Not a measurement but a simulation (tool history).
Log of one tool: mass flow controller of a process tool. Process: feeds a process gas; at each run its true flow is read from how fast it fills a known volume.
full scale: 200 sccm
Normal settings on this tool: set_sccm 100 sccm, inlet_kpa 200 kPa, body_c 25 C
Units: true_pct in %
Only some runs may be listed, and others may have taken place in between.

run,hour,set_sccm,inlet_kpa,body_c,true_pct
1,0,100,200,25,99.62
2,112.5,100,200,25,99.49
3,173.6,100,200,25,99.58
4,264.6,100,200,25,99.42
5,362.2,100,200,25,99.45
6,457.3,100,243,25,99.16
7,567.5,100,243,25,99.17
8,651,100,243,25,99.26
9,703.8,100,243,25,99.33
10,780.5,100,243,25,99.16
11,853.6,26,243,25,97.41
12,943.9,26,243,25,97.42
# hour 955.6: controller's zero set anew
13,1054.6,26,243,25,96.9
14,1142.8,26,243,25,97.02
15,1271.9,26,145,25,97.57
16,1368,26,145,25,97.4
# hour 1462.7: controller's zero set anew, once more
17,1480.1,100,280,25,99.58
18,1600.4,179,280,25,100.08
19,1652.3,179,280,25,100.06
20,1758,179,280,25,99.89
21,1843.4,153,186,32,100.14
22,1947.2,153,207,32,100.01
23,2044.6,100,200,21,100.22
24,2168.3,100,200,21,100.35
25,2233.4,100,180,23,100.29
26,2317.8,61,218,21,99.93
27,2412,61,218,21,99.85
28,2519.9,58,202,36,99.1
29,2612.5,91,227,32,99.6
30,2722.2,28,177,25,99.52
31,2830.6,102,238,39,99.14
32,2940.5,29,191,30,99.03
33,3012.5,29,191,30,99.13
34,3089,109,155,25,100.6

What if the next run were any one of these 4? Each begins from the tool's condition after run 34:
A,3142.7,100,171,31,?
B,3142.7,109,155,24,?
C,3142.7,100,200,23,?
D,3142.7,109,271,25,?

run,true_pct
A,100
B,100.43
C,100.21
D,99.76
With no hidden state in the tool, these same runs would have given:
run,true_pct
A,99.33
B,99.75
C,99.54
D,99.07

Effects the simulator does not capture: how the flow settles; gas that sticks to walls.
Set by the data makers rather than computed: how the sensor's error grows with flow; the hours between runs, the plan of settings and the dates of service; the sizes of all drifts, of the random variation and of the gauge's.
